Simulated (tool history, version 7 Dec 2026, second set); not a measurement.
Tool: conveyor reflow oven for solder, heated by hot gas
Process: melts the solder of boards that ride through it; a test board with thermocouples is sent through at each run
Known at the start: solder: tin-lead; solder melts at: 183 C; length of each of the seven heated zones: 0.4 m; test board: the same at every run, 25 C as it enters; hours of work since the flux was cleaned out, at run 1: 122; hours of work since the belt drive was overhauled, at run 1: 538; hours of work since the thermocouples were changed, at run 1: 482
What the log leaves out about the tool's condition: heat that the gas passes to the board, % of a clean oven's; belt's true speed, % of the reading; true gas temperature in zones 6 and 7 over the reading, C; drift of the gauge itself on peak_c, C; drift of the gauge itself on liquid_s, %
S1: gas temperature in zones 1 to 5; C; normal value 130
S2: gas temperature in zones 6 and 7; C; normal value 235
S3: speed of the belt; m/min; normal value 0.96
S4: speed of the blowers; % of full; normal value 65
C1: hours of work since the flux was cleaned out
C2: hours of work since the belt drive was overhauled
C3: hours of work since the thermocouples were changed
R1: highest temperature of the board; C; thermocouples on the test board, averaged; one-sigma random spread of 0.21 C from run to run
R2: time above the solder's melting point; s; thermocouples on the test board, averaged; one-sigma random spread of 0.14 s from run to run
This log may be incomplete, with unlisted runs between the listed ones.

run	hour	S1	S2	S3	S4	C1	C2	C3	R1	R2
1	0	130	235	0.96	65	122	538	482	207.1	28.8
2	21.8	130	235	0.96	65	135	551	495	206.9	28.4
3	53	130	235	1.103	65	154	570	514	200.5	19.7
4	80.4	130	235	1.103	65	171	587	531	199.8	19.3
5	99.8	130	235	1.11	65	183	598	543	199.4	18.6
6	126.5	130	235	0.913	65	199	615	559	208	30.9
7	142.5	130	235	0.913	65	209	624	569	207.5	30.8
8	162	130	235	0.913	65	221	636	581	207.5	30.6
# hour 187.2: flux residue cleaned out of gas plates and filters
9	187.2	130	235	0.96	65	0	649	593	208.8	30.1
10	218.1	130	235	0.96	65	19	668	612	208.4	29.8
11	250.2	130	229	0.96	65	38	687	631	203.3	26.1
12	282.7	130	229	0.96	65	58	707	651	202.8	25.7
13	316.3	130	229	0.96	65	79	727	672	202.8	25.7
14	341	130	229	0.96	65	94	742	687	202.5	25.3
15	362.5	130	229	0.96	65	107	755	700	202.1	25
16	393.3	130	229	0.844	64	126	774	719	206.3	33.1
17	409.1	132	229	0.779	64	135	784	728	209.3	39.5
18	440.2	132	229	0.779	51	154	803	747	203.7	33.4
# hour 447.8: belt drive overhauled, speed set with a stopwatch
19	463.6	132	229	0.779	51	166	10	759	203.1	31.6
20	486	121	234	0.96	65	180	23	773	202.2	22.6
21	517.8	130	235	1.002	65	199	43	792	203.1	23.4
22	544.6	116	224	0.8	57	215	59	808	196.6	21
23	568.6	116	224	0.8	57	230	74	823	195.9	20.4
# hour 578.6: flux residue cleaned out of gas plates and filters
24	589.7	134	235	0.96	68	7	83	833	209.6	31.3
25	610	144	234	0.988	51	19	96	845	201.6	25.4
26	638.3	121	227	0.96	65	36	113	862	198.5	19.9
# hour 645.4: thermocouples of zones 6 and 7 changed
27	670.7	121	227	0.96	65	55	132	15	200.5	21.6
28	691.8	121	227	0.96	65	68	144	28	200.1	21.4
29	707.6	140	239	0.96	59	77	154	38	211.7	33.3
30	729.9	143	239	1.141	57	91	168	52	202.9	22.2

Hidden state or all else? Some run-to-run changes of R1, split into what the settings, what came in and random variation would give without the hidden state, and what is left for the hidden state (with any gauge scatter that isn't in both results):
Run 8 -> 9: S3 0.913 -> 0.96, flux residue cleaned out of gas plates and filters. R1 +1.3 C: hidden state +3, all else -1.7.
Run 23 -> 24: S1 116 -> 134, S2 224 -> 235, S3 0.8 -> 0.96, S4 57 -> 68, flux residue cleaned out of gas plates and filters. R1 +13.7 C: hidden state +2.5, all else +11.2.
Run 26 -> 27: thermocouples of zones 6 and 7 changed. R1 +2 C: hidden state +1.8, all else +0.2.
Run 28 -> 29: S1 121 -> 140, S2 227 -> 239, S4 65 -> 59. R1 +11.6 C: hidden state +0, all else +11.6.
Run 29 -> 30: S1 140 -> 143, S3 0.96 -> 1.141, S4 59 -> 57. R1 -8.8 C: hidden state -0.4, all else -8.4.
